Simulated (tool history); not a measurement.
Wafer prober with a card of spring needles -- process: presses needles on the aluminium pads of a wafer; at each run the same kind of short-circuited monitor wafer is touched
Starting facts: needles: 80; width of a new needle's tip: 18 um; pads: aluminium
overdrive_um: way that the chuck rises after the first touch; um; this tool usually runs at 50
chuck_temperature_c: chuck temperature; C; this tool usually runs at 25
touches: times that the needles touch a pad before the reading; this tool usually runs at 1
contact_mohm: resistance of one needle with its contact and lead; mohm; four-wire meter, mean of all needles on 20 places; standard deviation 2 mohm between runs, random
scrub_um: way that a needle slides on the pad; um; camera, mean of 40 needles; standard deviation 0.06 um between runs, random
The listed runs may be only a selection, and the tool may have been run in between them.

run	hour	overdrive_um	chuck_temperature_c	touches	contact_mohm	scrub_um
1	0	50	25	1	211	13.84
# hour 10.7: tips cleaned on abrasive film
2	20.1	50	25	1	215	13.9
# hour 30.1: tips cleaned on abrasive film
3	31.9	39	25	1	216	10.84
# hour 49.7: tips cleaned on abrasive film
4	54.5	43	25	1	216	11.89
# hour 67.9: tips cleaned on abrasive film
5	74.6	50	25	1	210	13.93
# hour 86.9: tips cleaned on abrasive film
6	91.9	50	27	1	212	13.96
# hour 105.4: tips cleaned on abrasive film
7	105.4	50	27	1	215	13.9
# hour 124: tips cleaned on abrasive film
8	126.4	31	27	1	217	8.45
# hour 142.1: tips cleaned on abrasive film
9	144	54	25	1	210	15.09
# hour 160.9: tips cleaned on abrasive film
10	164.9	50	25	2	211	14.01
# hour 181: tips cleaned on abrasive film
11	190.6	50	25	2	210	14
# hour 201.3: tips cleaned on abrasive film
12	209.1	50	25	2	209	14.06
# hour 220: tips cleaned on abrasive film
13	230	50	25	2	205	14.1
# hour 238: tips cleaned on abrasive film
14	241.4	50	25	2	208	14.05
# hour 256.8: tips cleaned on abrasive film
# hour 258.5: height of the first contact set anew
15	260.9	50	91	2	229	14.13
# hour 277: tips cleaned on abrasive film
16	281.7	50	25	3	210	14.07
# hour 296.7: tips cleaned on abrasive film
17	307.8	39	35	3	219	10.98
# hour 316.4: tips cleaned on abrasive film
18	331.5	50	48	3	216	14.03
# hour 335.9: tips cleaned on abrasive film
19	350.8	54	63	2	216	15.3
# hour 355.4: tips cleaned on abrasive film
20	372.8	34	30	1	218	9.59
# hour 374.4: tips cleaned on abrasive film
21	386.7	50	25	1	210	14
# hour 393.6: tips cleaned on abrasive film
22	406	50	25	1	207	14.14
# hour 412.6: tips cleaned on abrasive film
23	426	50	25	1	211	14.12
# hour 432.1: tips cleaned on abrasive film
# hour 450.9: tips cleaned on abrasive film
24	450.9	50	25	1	208	14.16
# hour 470.6: tips cleaned on abrasive film
25	474.6	32	62	2	235	9.16
# hour 489.2: tips cleaned on abrasive film
26	492.9	49	39	2	213	13.97
# hour 508.3: tips cleaned on abrasive film
27	514.9	49	39	2	217	13.9

3 ways to go on from here, each from the tool as it stands after run 27. What would each give?
# hour 527.4: tips cleaned on abrasive film
A	529.9	49	39	1	?	?
# hour 527.4: tips cleaned on abrasive film
B	529.9	63	96	1	?	?
# hour 527.4: tips cleaned on abrasive film
C	529.9	49	46	1	?	?

run	contact_mohm	scrub_um
A	212	14.12
B	222	17.91
C	215	13.83
Had the tool no hidden state, the same runs would have come out as:
run	contact_mohm	scrub_um
A	212	13.79
B	222	17.48
C	215	13.5

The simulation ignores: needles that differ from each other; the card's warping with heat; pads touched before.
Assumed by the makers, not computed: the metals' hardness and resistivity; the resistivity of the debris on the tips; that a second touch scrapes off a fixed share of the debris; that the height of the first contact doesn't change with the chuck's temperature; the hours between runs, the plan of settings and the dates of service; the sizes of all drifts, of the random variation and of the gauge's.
